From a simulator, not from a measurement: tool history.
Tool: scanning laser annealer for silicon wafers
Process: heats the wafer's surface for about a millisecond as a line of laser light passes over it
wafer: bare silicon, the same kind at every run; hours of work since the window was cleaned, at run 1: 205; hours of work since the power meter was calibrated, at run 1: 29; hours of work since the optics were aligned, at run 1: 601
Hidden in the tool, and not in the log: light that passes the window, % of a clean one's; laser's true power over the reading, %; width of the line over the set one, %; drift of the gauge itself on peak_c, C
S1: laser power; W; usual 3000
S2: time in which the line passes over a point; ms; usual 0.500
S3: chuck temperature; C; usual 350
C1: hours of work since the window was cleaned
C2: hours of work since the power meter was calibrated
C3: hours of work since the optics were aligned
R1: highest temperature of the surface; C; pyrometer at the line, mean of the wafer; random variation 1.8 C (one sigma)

Run 1, hour 0.0: usual settings; C1 205; C2 29; C3 601. Result: R1 1052 C.
Run 2, hour 29.8: usual settings but S1 2653 W; C1 229; C2 53; C3 624. Result: R1 969 C.
Run 3, hour 78.0: usual settings but S1 2863 W; C1 267; C2 91; C3 662. Result: R1 1019 C.
Run 4, hour 109.6: usual settings but S1 2927 W; C1 292; C2 116; C3 687. Result: R1 1031 C.
At hour 139.9: optics aligned, line set to its width.
Run 5, hour 156.9: usual settings but S1 2927 W; C1 325; C2 149; C3 13. Result: R1 1041 C.
Run 6, hour 204.8: usual settings but S1 2927 W, S3 378 C; C1 363; C2 187; C3 51. Result: R1 1067 C.
Run 7, hour 263.1: usual settings but S1 2927 W, S3 378 C; C1 408; C2 232; C3 97. Result: R1 1062 C.
Run 8, hour 300.9: usual settings but S1 2927 W, S3 378 C; C1 438; C2 262; C3 127. Result: R1 1064 C.
Run 9, hour 349.4: usual settings but S1 2927 W, S3 378 C; C1 476; C2 300; C3 165. Result: R1 1060 C.
Run 10, hour 374.8: usual settings but S2 0.359 ms; C1 496; C2 320; C3 185. Result: R1 951 C.
Run 11, hour 400.3: usual settings; C1 516; C2 341; C3 205. Result: R1 1046 C.
Run 12, hour 424.4: usual settings but S3 331 C; C1 535; C2 359; C3 224. Result: R1 1027 C.
Run 13, hour 482.8: usual settings but S3 341 C; C1 581; C2 405; C3 270. Result: R1 1036 C.
Run 14, hour 508.1: usual settings; C1 601; C2 425; C3 290. Result: R1 1042 C.
Run 15, hour 532.6: usual settings; C1 621; C2 445; C3 309. Result: R1 1038 C.

Run 16 comes next. What will it give?
Run 16, hour 587.8: usual settings but S1 3002 W, S2 0.431 ms, S3 372 C; C1 664; C2 488; C3 352. Result: R1 ?.

{"run 16": {"R1": 1016}}
Without the tool's hidden state the same run would have given R1 1055 C.

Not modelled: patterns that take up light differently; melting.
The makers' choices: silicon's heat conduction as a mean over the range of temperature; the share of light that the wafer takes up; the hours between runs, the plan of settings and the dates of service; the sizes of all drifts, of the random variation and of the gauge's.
